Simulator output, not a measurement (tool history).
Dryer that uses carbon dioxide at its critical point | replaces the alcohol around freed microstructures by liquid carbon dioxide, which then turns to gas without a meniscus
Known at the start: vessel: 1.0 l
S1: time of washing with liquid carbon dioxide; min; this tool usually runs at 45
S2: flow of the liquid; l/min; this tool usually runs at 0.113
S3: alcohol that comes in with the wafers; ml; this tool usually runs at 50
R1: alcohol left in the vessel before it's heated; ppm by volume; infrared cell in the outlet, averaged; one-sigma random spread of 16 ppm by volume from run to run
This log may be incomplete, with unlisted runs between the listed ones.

| run | day | S1 | S2 | S3 | R1 |
|---|---|---|---|---|---|
| 1 | 0 | 45 | 0.113 | 50 | 1081 |
| 2 | 0.767 | 45 | 0.113 | 50 | 1101 |
| 3 | 1.208 | 45 | 0.113 | 50 | 1067 |
| 4 | 1.704 | 45 | 0.113 | 50 | 1121 |
| 5 | 2.242 | 45 | 0.113 | 50 | 1155 |
| 6 | 2.746 | 45 | 0.113 | 50 | 1115 |
| 7 | 3.083 | 45 | 0.113 | 50 | 1131 |
| 8 | 3.425 | 45 | 0.113 | 50 | 1162 |
| 9 | 3.9 | 45 | 0.113 | 50 | 1152 |
| 10 | 4.533 | 45 | 0.113 | 50 | 1159 |
| 11 | 5.046 | 45 | 0.113 | 50 | 1163 |
| 12 | 5.621 | 45 | 0.113 | 50 | 1149 |
| 13 | 6.142 | 45 | 0.113 | 50 | 1181 |
| 14 | 6.838 | 45 | 0.113 | 50 | 1163 |
| 15 | 7.275 | 45 | 0.113 | 50 | 1164 |
| 16 | 7.917 | 45 | 0.113 | 50 | 1223 |
| 17 | 8.658 | 45 | 0.113 | 50 | 1213 |
| 18 | 9.058 | 33 | 0.113 | 50 | 3142 |
| 19 | 9.471 | 45 | 0.113 | 50 | 1207 |
| 20 | 10.25 | 45 | 0.096 | 50 | 2151 |
| 21 | 10.846 | 45 | 0.094 | 50 | 2213 |
| 22 | 11.533 | 45 | 0.094 | 50 | 2267 |
| 23 | 12.025 | 31 | 0.085 | 57 | 8046 |
| 24 | 12.712 | 63 | 0.081 | 57 | 1365 |
| 25 | 13.162 | 42 | 0.113 | 66 | 2046 |
| 26 | 13.483 | 42 | 0.113 | 66 | 2042 |
| 27 | 14.021 | 55 | 0.088 | 103 | 2985 |
| 28 | 14.358 | 48 | 0.113 | 51 | 1058 |
| 29 | 15.112 | 48 | 0.096 | 51 | 1826 |
| 30 | 15.858 | 48 | 0.096 | 51 | 1833 |
| 31 | 16.479 | 48 | 0.096 | 51 | 1834 |
| 32 | 16.875 | 46 | 0.113 | 50 | 1205 |
| 33 | 17.629 | 33 | 0.141 | 22 | 835 |
| 34 | 18.233 | 33 | 0.141 | 22 | 859 |
| 35 | 18.975 | 35 | 0.113 | 50 | 2830 |
| 36 | 19.488 | 45 | 0.113 | 28 | 784 |
| 37 | 20.142 | 45 | 0.113 | 28 | 829 |
| 38 | 20.65 | 45 | 0.145 | 28 | 360 |
| 39 | 21.338 | 39 | 0.133 | 62 | 1562 |

Some steps in R1, run to run, broken into two amounts with sign: the step expected even without the hidden condition (settings, incoming material, random variation), and the rest, left for the hidden condition together with whatever gauge scatter is not in both the measured and the hidden-condition-free result:
What the log doesn't record here: flow that reaches the vessel past the clogged filter, %; alcohol in the recycled carbon dioxide, ppm; drift of the gauge itself on alcohol_ppm, %.
Run 22 -> 23: S1 45 -> 31, S2 0.094 -> 0.085, S3 50 -> 57. R1 +5779 ppm by volume: hidden state +399, all else +5380.
Run 23 -> 24: S1 31 -> 63, S2 0.085 -> 0.081. R1 -6681 ppm by volume: hidden state -475, all else -6206.
Run 34 -> 35: S1 33 -> 35, S2 0.141 -> 0.113, S3 22 -> 50. R1 +1971 ppm by volume: hidden state +300, all else +1671.
Run 35 -> 36: S1 35 -> 45, S3 50 -> 28. R1 -2046 ppm by volume: hidden state -294, all else -1752.
